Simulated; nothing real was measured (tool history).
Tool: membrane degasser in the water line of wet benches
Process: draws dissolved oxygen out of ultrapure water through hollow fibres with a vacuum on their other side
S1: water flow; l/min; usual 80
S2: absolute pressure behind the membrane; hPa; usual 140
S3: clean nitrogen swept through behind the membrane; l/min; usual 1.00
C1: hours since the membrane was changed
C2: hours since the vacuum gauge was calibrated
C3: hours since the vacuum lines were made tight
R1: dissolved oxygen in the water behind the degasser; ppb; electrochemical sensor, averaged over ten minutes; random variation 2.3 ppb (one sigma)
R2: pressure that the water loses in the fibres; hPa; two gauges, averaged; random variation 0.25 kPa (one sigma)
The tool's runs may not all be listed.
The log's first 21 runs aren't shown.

Run 22, hour 3552.6: usual settings but S1 113 l/min, S2 173 hPa, S3 0.72 l/min; C1 4164; C2 961; C3 12590. Result: R1 2394.7 ppb, R2 939.1 hPa.
Run 23, hour 3711.7: usual settings but S1 59 l/min, S2 331 hPa, S3 1.95 l/min; C1 4323; C2 1120; C3 12749. Result: R1 1607.6 ppb, R2 492.1 hPa.
Run 24, hour 3840.2: usual settings but S1 59 l/min, S2 331 hPa, S3 1.95 l/min; C1 4452; C2 1249; C3 12877. Result: R1 1601.8 ppb, R2 488.6 hPa.
At hour 4084.6: seals of the vacuum lines changed.
Run 25, hour 4084.6: usual settings but S1 92 l/min, S2 89 hPa, S3 0.61 l/min; C1 4694; C2 1491; C3 0. Result: R1 1091.7 ppb, R2 763.3 hPa.
Run 26, hour 4330.0: usual settings but S1 92 l/min, S2 281 hPa, S3 0.61 l/min; C1 4940; C2 1736; C3 245. Result: R1 3521.2 ppb, R2 767.2 hPa.
Run 27, hour 4510.5: usual settings but S2 115 hPa; C1 5120; C2 1917; C3 426. Result: R1 1053.0 ppb, R2 665.8 hPa.
Run 28, hour 4655.6: usual settings but S1 88 l/min, S2 297 hPa; C1 5265; C2 2062; C3 571. Result: R1 2842.3 ppb, R2 729.2 hPa.
Run 29, hour 4840.0: usual settings but S1 71 l/min, S2 152 hPa, S3 0.76 l/min; C1 5450; C2 2246; C3 755. Result: R1 1567.5 ppb, R2 593.4 hPa.
Run 30, hour 5045.6: usual settings but S3 1.25 l/min; C1 5655; C2 2452; C3 961. Result: R1 1149.8 ppb, R2 665.9 hPa.
Run 31, hour 5285.9: usual settings but S3 1.25 l/min; C1 5896; C2 2692; C3 1201. Result: R1 1152.4 ppb, R2 667.8 hPa.

Run 32 comes next. What will it give?
Run 32, hour 5444.5: usual settings but S3 1.25 l/min; C1 6054; C2 2851; C3 1360. Result: R1 ?, R2 ?.

{"run 32": {"R1": 1151.7, "R2": 667.8}}
Without the tool's hidden state the same run would have given R1 1146.6 ppb, R2 656.7 hPa.

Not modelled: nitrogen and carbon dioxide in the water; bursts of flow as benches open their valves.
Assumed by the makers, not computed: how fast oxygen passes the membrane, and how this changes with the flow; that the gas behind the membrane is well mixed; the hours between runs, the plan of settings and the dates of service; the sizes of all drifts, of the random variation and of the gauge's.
